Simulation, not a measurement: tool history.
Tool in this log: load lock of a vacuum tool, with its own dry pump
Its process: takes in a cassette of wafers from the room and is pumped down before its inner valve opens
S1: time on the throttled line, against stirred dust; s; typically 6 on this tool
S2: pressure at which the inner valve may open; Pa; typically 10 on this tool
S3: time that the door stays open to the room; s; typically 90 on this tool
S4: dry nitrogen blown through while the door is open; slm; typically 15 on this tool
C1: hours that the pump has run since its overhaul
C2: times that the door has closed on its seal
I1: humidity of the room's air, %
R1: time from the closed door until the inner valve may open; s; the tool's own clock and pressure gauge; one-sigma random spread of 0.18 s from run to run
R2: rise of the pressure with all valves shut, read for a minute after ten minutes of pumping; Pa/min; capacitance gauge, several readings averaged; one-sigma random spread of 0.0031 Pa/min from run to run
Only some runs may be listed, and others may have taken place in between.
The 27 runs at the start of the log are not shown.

{"run": 28, "day": 199.45, "S1": 5, "S2": 12, "S3": 90, "S4": 7, "C1": 2815, "C2": 2231, "I1": 46.5, "R1": 14.6, "R2": 0.097}
{"run": 29, "day": 205.358, "S1": 5, "S2": 12, "S3": 90, "S4": 7, "C1": 2957, "C2": 2744, "I1": 44.3, "R1": 14.5, "R2": 0.096}
{"run": 30, "day": 214.025, "S1": 4, "S2": 10, "S3": 90, "S4": 17, "C1": 3165, "C2": 3497, "I1": 46.4, "R1": 13.6, "R2": 0.076}
{"run": 31, "day": 219.183, "S1": 6, "S2": 8, "S3": 83, "S4": 15, "C1": 3289, "C2": 3945, "I1": 43.4, "R1": 15.9, "R2": 0.075}
{"run": 32, "day": 224.683, "S1": 6, "S2": 8, "S3": 83, "S4": 15, "C1": 3421, "C2": 4424, "I1": 44.5, "R1": 15.9, "R2": 0.081}
{"run": 33, "day": 230.538, "S1": 6, "S2": 9, "S3": 80, "S4": 10, "C1": 3561, "C2": 4932, "I1": 45.5, "R1": 16, "R2": 0.092}
{"run": 34, "day": 238.454, "S1": 4, "S2": 10, "S3": 49, "S4": 15, "C1": 3751, "C2": 5620, "I1": 43.4, "R1": 14.1, "R2": 0.07}
{"run": 35, "day": 242.512, "S1": 4, "S2": 10, "S3": 239, "S4": 8, "C1": 3849, "C2": 5973, "I1": 47.8, "R1": 14.2, "R2": 0.184}
{"run": 36, "day": 248.183, "S1": 6, "S2": 9, "S3": 90, "S4": 6, "C1": 3985, "C2": 6466, "I1": 44, "R1": 15.8, "R2": 0.114}
{"run": 37, "day": 257.596, "S1": 4, "S2": 9, "S3": 90, "S4": 6, "C1": 4211, "C2": 7284, "I1": 43, "R1": 14.4, "R2": 0.114}
{"run": 38, "day": 263.862, "S1": 4, "S2": 9, "S3": 90, "S4": 6, "C1": 4361, "C2": 7829, "I1": 43, "R1": 14.3, "R2": 0.12}

Below are 3 alternative next runs, each starting from the tool's condition after run 38. Predict each:
{"run": "A", "day": 273.025, "S1": 6, "S2": 19, "S3": 90, "S4": 15, "C1": 4581, "C2": 8625, "I1": 47.6, "R1": "?", "R2": "?"}
{"run": "B", "day": 273.025, "S1": 3, "S2": 9, "S3": 188, "S4": 9, "C1": 4581, "C2": 8625, "I1": 43.2, "R1": "?", "R2": "?"}
{"run": "C", "day": 273.025, "S1": 3, "S2": 10, "S3": 90, "S4": 15, "C1": 4581, "C2": 8625, "I1": 44.1, "R1": "?", "R2": "?"}

run=A R1=14.8 R2=0.11
run=B R1=13.4 R2=0.165
run=C R1=13.3 R2=0.104
Stripped of hidden state, with their random variation kept, the same runs would have yielded:
run=A R1=14.4 R2=0.07
run=B R1=12.9 R2=0.126
run=C R1=12.8 R2=0.064
